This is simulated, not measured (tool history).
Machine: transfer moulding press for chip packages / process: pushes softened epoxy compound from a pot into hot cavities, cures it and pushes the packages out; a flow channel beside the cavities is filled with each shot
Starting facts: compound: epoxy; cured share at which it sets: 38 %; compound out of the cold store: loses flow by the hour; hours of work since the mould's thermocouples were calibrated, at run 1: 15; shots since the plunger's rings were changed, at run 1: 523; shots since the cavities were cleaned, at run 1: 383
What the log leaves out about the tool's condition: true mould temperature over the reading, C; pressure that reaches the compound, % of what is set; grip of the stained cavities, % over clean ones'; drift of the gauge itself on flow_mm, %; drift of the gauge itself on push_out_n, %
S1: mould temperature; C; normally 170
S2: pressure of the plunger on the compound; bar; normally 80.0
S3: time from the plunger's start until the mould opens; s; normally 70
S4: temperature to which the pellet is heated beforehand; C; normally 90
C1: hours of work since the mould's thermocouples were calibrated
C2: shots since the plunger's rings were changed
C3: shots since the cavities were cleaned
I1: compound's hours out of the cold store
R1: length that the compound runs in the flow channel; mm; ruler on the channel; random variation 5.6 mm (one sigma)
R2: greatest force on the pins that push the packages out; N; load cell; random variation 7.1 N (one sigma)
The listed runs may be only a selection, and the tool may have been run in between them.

{"run": 1, "hour": 0.0, "S1": 170, "S2": 80.0, "S3": 70, "S4": 90, "C1": 15, "C2": 523, "C3": 383, "I1": 28.5, "R1": 884, "R2": 288}
{"run": 2, "hour": 4.8, "S1": 177, "S2": 80.0, "S3": 70, "S4": 90, "C1": 19, "C2": 619, "C3": 479, "I1": 36.1, "R1": 844, "R2": 215}
{"hour": 10.5, "done": "cavities cleaned with cleaning compound and waxed"}
{"run": 3, "hour": 12.4, "S1": 170, "S2": 85.2, "S3": 70, "S4": 90, "C1": 24, "C2": 742, "C3": 38, "I1": 37.5, "R1": 904, "R2": 270}
{"run": 4, "hour": 17.8, "S1": 170, "S2": 85.2, "S3": 70, "S4": 90, "C1": 28, "C2": 850, "C3": 146, "I1": 18.9, "R1": 941, "R2": 291}
{"run": 5, "hour": 26.0, "S1": 170, "S2": 85.2, "S3": 70, "S4": 90, "C1": 34, "C2": 1015, "C3": 311, "I1": 19.9, "R1": 936, "R2": 293}
{"run": 6, "hour": 32.4, "S1": 170, "S2": 80.0, "S3": 70, "S4": 90, "C1": 39, "C2": 1144, "C3": 440, "I1": 38.3, "R1": 880, "R2": 280}
{"hour": 40.1, "done": "cavities cleaned with cleaning compound and waxed"}
{"run": 7, "hour": 40.2, "S1": 170, "S2": 80.0, "S3": 70, "S4": 90, "C1": 44, "C2": 1269, "C3": 1, "I1": 13.8, "R1": 921, "R2": 279}
{"run": 8, "hour": 44.0, "S1": 170, "S2": 80.0, "S3": 70, "S4": 90, "C1": 47, "C2": 1346, "C3": 78, "I1": 35.6, "R1": 878, "R2": 290}
{"run": 9, "hour": 49.6, "S1": 170, "S2": 80.0, "S3": 70, "S4": 90, "C1": 52, "C2": 1458, "C3": 190, "I1": 28.8, "R1": 887, "R2": 293}
{"run": 10, "hour": 55.3, "S1": 164, "S2": 70.0, "S3": 58, "S4": 90, "C1": 56, "C2": 1573, "C3": 305, "I1": 9.0, "R1": 884, "R2": 733}
{"run": 11, "hour": 59.7, "S1": 171, "S2": 70.0, "S3": 54, "S4": 85, "C1": 59, "C2": 1659, "C3": 391, "I1": 9.0, "R1": 860, "R2": 609}
{"run": 12, "hour": 64.2, "S1": 171, "S2": 70.0, "S3": 54, "S4": 85, "C1": 63, "C2": 1750, "C3": 482, "I1": 17.0, "R1": 858, "R2": 576}
{"hour": 69.7, "done": "cavities cleaned with cleaning compound and waxed"}
{"run": 13, "hour": 69.7, "S1": 171, "S2": 70.0, "S3": 54, "S4": 85, "C1": 66, "C2": 1830, "C3": 0, "I1": 43.5, "R1": 798, "R2": 544}
{"run": 14, "hour": 75.0, "S1": 171, "S2": 68.4, "S3": 54, "S4": 88, "C1": 70, "C2": 1937, "C3": 107, "I1": 18.0, "R1": 840, "R2": 561}
{"run": 15, "hour": 82.9, "S1": 171, "S2": 68.4, "S3": 54, "S4": 97, "C1": 77, "C2": 2095, "C3": 265, "I1": 8.7, "R1": 858, "R2": 556}
{"run": 16, "hour": 86.7, "S1": 176, "S2": 80.0, "S3": 106, "S4": 90, "C1": 79, "C2": 2171, "C3": 341, "I1": 16.8, "R1": 884, "R2": 199}
{"run": 17, "hour": 95.7, "S1": 176, "S2": 80.0, "S3": 106, "S4": 90, "C1": 87, "C2": 2352, "C3": 522, "I1": 23.5, "R1": 868, "R2": 193}
{"hour": 99.6, "done": "cavities cleaned with cleaning compound and waxed"}
{"run": 18, "hour": 105.8, "S1": 177, "S2": 85.1, "S3": 65, "S4": 90, "C1": 93, "C2": 2524, "C3": 125, "I1": 31.2, "R1": 883, "R2": 218}

Hidden condition of the tool, last listed run before each entry between runs versus first listed run after:
After run 2, before run 3: cavities cleaned with cleaning compound and waxed (hour 10.5)
  pressure that reaches the compound, % of what is set: 99.94 -> 99.93; grip of the stained cavities, % over clean ones': 1.5 -> 0.2
  measured result minus the result with no hidden state, R2: +3 -> +0 N
After run 6, before run 7: cavities cleaned with cleaning compound and waxed (hour 40.1)
  pressure that reaches the compound, % of what is set: 99.91 -> 99.9; grip of the stained cavities, % over clean ones': 1.3 -> 0.1
  measured result minus the result with no hidden state, R2: +3 -> +0 N
After run 12, before run 13: cavities cleaned with cleaning compound and waxed (hour 69.7)
  grip of the stained cavities, % over clean ones': 1.5 -> 0
  measured result minus the result with no hidden state, R2: +8 -> +0 N
After run 17, before run 18: cavities cleaned with cleaning compound and waxed (hour 99.6)
  pressure that reaches the compound, % of what is set: 99.82 -> 99.81; grip of the stained cavities, % over clean ones': 1.5 -> 0.5
  measured result minus the result with no hidden state, R2: +3 -> +1 N

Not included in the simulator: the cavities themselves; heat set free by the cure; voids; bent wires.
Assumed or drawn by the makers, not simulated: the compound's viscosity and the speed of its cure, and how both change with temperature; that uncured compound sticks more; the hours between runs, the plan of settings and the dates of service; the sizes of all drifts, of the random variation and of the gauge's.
